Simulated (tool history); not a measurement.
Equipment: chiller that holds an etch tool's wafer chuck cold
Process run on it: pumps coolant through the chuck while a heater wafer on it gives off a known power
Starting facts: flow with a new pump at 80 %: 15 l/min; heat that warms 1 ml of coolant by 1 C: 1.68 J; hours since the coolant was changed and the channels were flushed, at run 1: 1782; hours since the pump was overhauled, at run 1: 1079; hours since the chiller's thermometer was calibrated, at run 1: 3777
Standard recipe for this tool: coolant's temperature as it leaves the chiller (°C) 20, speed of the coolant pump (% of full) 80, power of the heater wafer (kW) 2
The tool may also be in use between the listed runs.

run     day  coolant's temperature as it leaves the chiller (°C)  speed of the coolant pump (% of full)  power of the heater wafer (kW)  hours since the coolant was changed and the channels were flushed  hours since the pump was overhauled  hours since the chiller's thermometer was calibrated  chuck's temperature once it has settled (°C)  how much warmer the coolant comes back (C)
  1       0                                                   20                                     80                               2                                                               1782                                 1079                                                  3777                                          32.9                                        4.89
  2   2.333                                                   20                                     96                               2                                                               1838                                 1135                                                  3833                                          31.6                                        3.95
  3   4.975                                                   20                                     96                               2                                                               1901                                 1198                                                  3896                                          31.8                                           4
  4     7.4                                                   20                                     96                           2.042                                                               1960                                 1256                                                  3955                                          31.9                                        4.06
  5     9.5                                                   20                                     96                           2.042                                                               2010                                 1307                                                  4005                                          32.2                                        4.06
  6  10.967                                                   20                                     96                           2.042                                                               2045                                 1342                                                  4040                                          32.1                                        4.12
  7  13.296                                                   20                                     96                           2.042                                                               2101                                 1398                                                  4096                                            32                                        4.06
  8  14.688                                                   20                                     96                           2.272                                                               2135                                 1431                                                  4130                                          33.3                                        4.56
  9  17.254                                                   20                                     96                           2.272                                                               2196                                 1493                                                  4191                                          33.2                                         4.6
 10  19.392                                                   20                                     96                           2.272                                                               2247                                 1544                                                  4242                                          33.2                                        4.66
 11  21.742                                                   20                                     96                           2.272                                                               2304                                 1601                                                  4299                                          33.5                                        4.62
 12  23.821                                                   20                                     96                           2.272                                                               2354                                 1651                                                  4349                                          33.6                                        4.58
 13  24.988                                                   29                                     80                               2                                                               2382                                 1678                                                  4377                                          42.4                                        4.93
 14  26.758                                                   20                                     69                               2                                                               2424                                 1721                                                  4419                                          34.9                                         5.8
 15  29.417                                                   20                                     69                               2                                                               2488                                 1785                                                  4483                                          34.8                                        5.78
     29.746  -- coolant pump overhauled
 16  31.471                                                   20                                     69                               2                                                               2532                                   41                                                  4527                                            35                                        5.92
 17    34.3                                                   11                                     74                           2.336                                                               2600                                  109                                                  4595                                          27.8                                        6.39
 18  35.642                                                   11                                     74                           2.336                                                               2632                                  142                                                  4627                                          27.8                                        6.47
     36.342  -- coolant pump overhauled, once more
 19  37.438                                                   11                                     74                           2.336                                                               2671                                   26                                                  4666                                          27.3                                        6.12
      38.95  -- chiller's thermometer calibrated
 20  40.054                                                   11                                     74                           2.336                                                               2732                                   88                                                    26                                          26.9                                           6
 21  42.808                                                   16                                     65                           2.208                                                               2798                                  154                                                    93                                          32.4                                        6.55
 22  44.038                                                   22                                     92                               2                                                               2828                                  184                                                   122                                          33.8                                        4.06
 23  45.296                                                   28                                     81                           1.935                                                               2858                                  214                                                   152                                          40.3                                        4.55
 24  47.996                                                   21                                     70                           1.272                                                               2923                                  279                                                   217                                            30                                        3.54
 25  50.221                                                   16                                     61                               2                                                               2976                                  332                                                   271                                          31.6                                        6.38
 26  51.488                                                   16                                     61                               2                                                               3007                                  363                                                   301                                          31.8                                        6.37
 27  53.288                                                   20                                     61                           1.893                                                               3050                                  406                                                   344                                            35                                        6.07

Below are 3 alternative next runs, each starting from the tool's condition after run 27. Predict each:
  A  54.9                                                   30                                     66                           2.464                                                               3089                                  444                                                   383                                             ?                                           ?
  B  54.9                                                   11                                     67                               2                                                               3089                                  444                                                   383                                             ?                                           ?
  C  54.9                                                   28                                     61                           2.158                                                               3089                                  444                                                   383                                             ?                                           ?

run  chuck's temperature once it has settled (°C)  how much warmer the coolant comes back (C)
  A                                          48.2                                        7.27
  B                                          25.8                                        5.79
  C                                            45                                        6.95
With the hidden condition removed and each run's random variation left untouched, the same runs would have given:
run  chuck's temperature once it has settled (°C)  how much warmer the coolant comes back (C)
  A                                          46.6                                        7.21
  B                                          24.5                                        5.74
  C                                          43.5                                        6.89
